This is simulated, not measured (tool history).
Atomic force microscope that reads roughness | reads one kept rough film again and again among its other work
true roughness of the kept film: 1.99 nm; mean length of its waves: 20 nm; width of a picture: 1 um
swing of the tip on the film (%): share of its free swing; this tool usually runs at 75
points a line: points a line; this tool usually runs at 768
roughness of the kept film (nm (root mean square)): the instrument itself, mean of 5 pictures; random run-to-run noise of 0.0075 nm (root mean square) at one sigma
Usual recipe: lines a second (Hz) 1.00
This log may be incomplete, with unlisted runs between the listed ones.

run     day  lines a second (Hz)  swing of the tip on the film (%)  points a line  roughness of the kept film (nm (root mean square))
  1   0.000                 1.00                                75            768                                               1.595
  2   1.025                 1.00                                75            768                                               1.402
  3   1.896                 1.00                                75            768                                               1.288
      3.321  -- new tip fitted
  4   3.454                 1.00                                75            768                                               1.544
  5   4.383                 1.00                                75            768                                               1.415
  6   5.758                 1.00                                75            768                                               1.253
      6.746  -- new tip fitted
  7   6.925                 1.00                                68            768                                               1.578
      7.154  -- height scale calibrated on a step standard
  8   7.988                 1.00                                68            796                                               1.408
  9   9.008                 1.00                                84            446                                               1.200
     10.088  -- new tip fitted
 10  10.088                 1.00                                84            446                                               1.527
 11  11.862                 1.00                                84            446                                               1.265
     13.483  -- new tip fitted
 12  13.929                 1.00                                84            446                                               1.428
 13  15.008                 1.00                                81            716                                               1.317
     16.862  -- height scale calibrated on a step standard, once more
     16.883  -- new tip fitted
 14  16.938                 2.96                                75            692                                               1.467
 15  18.850                 2.96                                75            428                                               1.198
     20.300  -- new tip fitted
 16  20.475                 2.96                                80            428                                               1.393

4 options for the next run, each taken on its own from the tool as it stands now. Forecast them:
  A  21.629                 3.26                                70            763                                                   ?
  B  21.629                 1.30                                87            299                                                   ?
  C  21.629                 2.02                                58            325                                                   ?
  D  21.629                 2.96                                80            506                                                   ?

run  roughness of the kept film (nm (root mean square))
  A                                               1.293
  B                                               1.263
  C                                               1.351
  D                                               1.224
Take away the tool's hidden state, keep each run's random variation, and the runs would have read:
run  roughness of the kept film (nm (root mean square))
  A                                               1.507
  B                                               1.472
  C                                               1.576
  D                                               1.426
